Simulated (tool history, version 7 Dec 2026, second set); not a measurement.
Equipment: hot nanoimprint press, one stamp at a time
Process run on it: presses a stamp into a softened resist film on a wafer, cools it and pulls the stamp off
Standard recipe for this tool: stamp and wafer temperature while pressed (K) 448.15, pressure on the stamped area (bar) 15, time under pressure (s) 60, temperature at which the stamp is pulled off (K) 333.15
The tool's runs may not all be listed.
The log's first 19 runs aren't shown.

| run | hour | stamp and wafer temperature while pressed (K) | pressure on the stamped area (bar) | time under pressure (s) | temperature at which the stamp is pulled off (K) | resist left under the stamp's widest pad (nm) | greatest force while the stamp is pulled off (N) |
|---|---|---|---|---|---|---|---|
| 20 | 445.7 | 448.15 | 15 | 60 | 340.15 | 151.1 | 213 |
| 21 | 468.3 | 448.15 | 15 | 60 | 340.15 | 152.1 | 217 |
|  | 478.4 | plate thermocouple calibrated |
| 22 | 488.6 | 444.15 | 16.9 | 66 | 336.15 | 157.6 | 229 |
| 23 | 512.6 | 449.15 | 16.9 | 31 | 336.15 | 168.2 | 227 |
| 24 | 537.1 | 448.15 | 11 | 60 | 333.15 | 164.1 | 238 |
| 25 | 555.6 | 450.15 | 11 | 111 | 333.15 | 115.6 | 239 |
| 26 | 573.6 | 450.15 | 17.5 | 60 | 333.15 | 122.1 | 248 |
| 27 | 593.5 | 450.15 | 17.5 | 60 | 333.15 | 121.6 | 244 |
| 28 | 611.7 | 449.15 | 21.1 | 47 | 330.15 | 131 | 254 |
| 29 | 625.9 | 449.15 | 21.1 | 51 | 330.15 | 126.6 | 253 |
| 30 | 644.6 | 450.15 | 15 | 60 | 333.15 | 131.7 | 243 |
| 31 | 670 | 450.15 | 15 | 60 | 333.15 | 130.6 | 253 |

Predict each of these 3 candidate next runs independently; none follows another, all start after run 31:
| A | 697.4 | 450.15 | 15.2 | 60 | 333.15 | ? | ? |
| B | 697.4 | 448.15 | 12.2 | 60 | 333.15 | ? | ? |
| C | 697.4 | 455.15 | 10.5 | 60 | 333.15 | ? | ? |

| run | resist left under the stamp's widest pad (nm) | greatest force while the stamp is pulled off (N) |
|---|---|---|
| A | 130.7 | 249 |
| B | 159.7 | 248 |
| C | 125.5 | 246 |
Without the tool's unlogged condition, the same runs would have read:
| run | resist left under the stamp's widest pad (nm) | greatest force while the stamp is pulled off (N) |
|---|---|---|
| A | 126.7 | 226 |
| B | 155.4 | 224 |
| C | 122.2 | 223 |
